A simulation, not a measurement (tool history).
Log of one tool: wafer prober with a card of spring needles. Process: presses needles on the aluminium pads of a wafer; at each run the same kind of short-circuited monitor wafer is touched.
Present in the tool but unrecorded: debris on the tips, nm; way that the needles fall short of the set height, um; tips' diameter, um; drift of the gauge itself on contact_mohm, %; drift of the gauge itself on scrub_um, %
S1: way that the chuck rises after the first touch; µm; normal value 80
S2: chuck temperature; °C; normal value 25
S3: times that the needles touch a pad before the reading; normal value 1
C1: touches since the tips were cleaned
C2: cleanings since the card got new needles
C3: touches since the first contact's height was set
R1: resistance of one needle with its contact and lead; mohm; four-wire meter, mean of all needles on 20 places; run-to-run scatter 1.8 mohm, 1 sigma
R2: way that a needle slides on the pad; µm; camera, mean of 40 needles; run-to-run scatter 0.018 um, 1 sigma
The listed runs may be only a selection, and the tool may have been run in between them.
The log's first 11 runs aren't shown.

Run 12, day 5.783: usual settings; C1 4883; C2 26; C3 45670. Result: R1 183 mohm, R2 11.20 µm.
At day 6.121: tips cleaned on abrasive film.
Run 13, day 6.488: usual settings; C1 2898; C2 27; C3 51220. Result: R1 184 mohm, R2 11.16 µm.
Run 14, day 6.954: usual settings but S2 52 °C; C1 6623; C2 27; C3 54945. Result: R1 190 mohm, R2 11.14 µm.
At day 7.108: tips cleaned on abrasive film.
Run 15, day 7.596: usual settings but S1 85 µm; C1 3884; C2 28; C3 59995. Result: R1 178 mohm, R2 11.86 µm.
At day 8.104: tips cleaned on abrasive film.
Run 16, day 8.108: usual settings but S3 2; C1 16; C2 29; C3 64003. Result: R1 182 mohm, R2 11.18 µm.
Run 17, day 8.817: usual settings but S3 2; C1 5639; C2 29; C3 69626. Result: R1 182 mohm, R2 11.14 µm.
At day 9.071: tips cleaned on abrasive film.
Run 18, day 9.333: usual settings but S3 2; C1 2099; C2 30; C3 73712. Result: R1 181 mohm, R2 11.12 µm.
Run 19, day 9.900: usual settings but S1 63 µm; C1 6594; C2 30; C3 78207. Result: R1 188 mohm, R2 8.77 µm.
At day 10.029: tips cleaned on abrasive film.
Run 20, day 10.367: usual settings but S1 60 µm; C1 2664; C2 31; C3 81866. Result: R1 186 mohm, R2 8.33 µm.
Run 21, day 10.708: usual settings but S1 100 µm, S3 2; C1 5373; C2 31; C3 84575. Result: R1 179 mohm, R2 13.86 µm.
At day 11.008: tips cleaned on abrasive film.
Run 22, day 11.512: usual settings but S1 69 µm, S2 45 °C, S3 3; C1 4000; C2 32; C3 90918. Result: R1 187 mohm, R2 9.58 µm.
At day 11.988: tips cleaned on abrasive film.
Run 23, day 12.021: usual settings but S1 92 µm, S2 26 °C, S3 2; C1 281; C2 33; C3 94924. Result: R1 178 mohm, R2 12.73 µm.
Run 24, day 12.742: usual settings but S1 90 µm, S2 50 °C; C1 6004; C2 33; C3 100647. Result: R1 182 mohm, R2 12.47 µm.
At day 12.975: tips cleaned on abrasive film.
Run 25, day 13.358: usual settings but S1 90 µm, S2 50 °C; C1 3017; C2 34; C3 105489. Result: R1 184 mohm, R2 12.46 µm.
Run 26, day 13.792: usual settings but S1 63 µm, S2 106 °C; C1 6462; C2 34; C3 108934. Result: R1 204 mohm, R2 8.70 µm.
At day 13.938: tips cleaned on abrasive film.
Run 27, day 14.458: usual settings but S1 64 µm, S2 27 °C; C1 4142; C2 35; C3 114206. Result: R1 185 mohm, R2 8.82 µm.
At day 14.908: tips cleaned on abrasive film.
Run 28, day 15.171: usual settings but S1 99 µm, S2 33 °C; C1 2090; C2 36; C3 119801. Result: R1 181 mohm, R2 13.65 µm.
At day 15.867: tips cleaned on abrasive film.
Run 29, day 15.962: usual settings but S2 27 °C; C1 746; C2 37; C3 126054. Result: R1 182 mohm, R2 11.00 µm.
Run 30, day 16.762: usual settings but S1 73 µm, S2 72 °C; C1 7109; C2 37; C3 132417. Result: R1 191 mohm, R2 10.05 µm.
At day 16.812: tips cleaned on abrasive film.
Run 31, day 17.504: usual settings but S2 64 °C, S3 3; C1 5488; C2 38; C3 138264. Result: R1 185 mohm, R2 10.95 µm.
At day 17.750: gauge calibrated.
At day 17.825: tips cleaned on abrasive film.
Run 32, day 17.992: usual settings but S2 76 °C, S3 3; C1 1305; C2 39; C3 142084. Result: R1 192 mohm, R2 11.26 µm.
Run 33, day 18.396: usual settings but S1 76 µm, S2 78 °C, S3 2; C1 4510; C2 39; C3 145289. Result: R1 195 mohm, R2 10.71 µm.
At day 18.796: tips cleaned on abrasive film.
Run 34, day 18.871: usual settings but S2 72 °C; C1 580; C2 40; C3 149028. Result: R1 187 mohm, R2 11.28 µm.

Alternative continuations, all from the tool just after run 34; predict every row:
Run A, day 19.488: usual settings but S2 34 °C, S3 2; C1 5474; C2 40; C3 153922. Result: R1 ?, R2 ?.
Run B, day 19.488: usual settings but S1 88 µm, S2 62 °C; C1 5474; C2 40; C3 153922. Result: R1 ?, R2 ?.
Run C, day 19.488: usual settings but S2 63 °C; C1 5474; C2 40; C3 153922. Result: R1 ?, R2 ?.
Run D, day 19.488: usual settings but S2 54 °C; C1 5474; C2 40; C3 153922. Result: R1 ?, R2 ?.

run   R1     R2
  A  182  11.21
  B  185  12.38
  C  191  11.26
  D  186  11.23
Had the tool no hidden state, the same runs would have come out as:
run   R1     R2
  A  181  11.24
  B  184  12.41
  C  190  11.29
  D  186  11.26
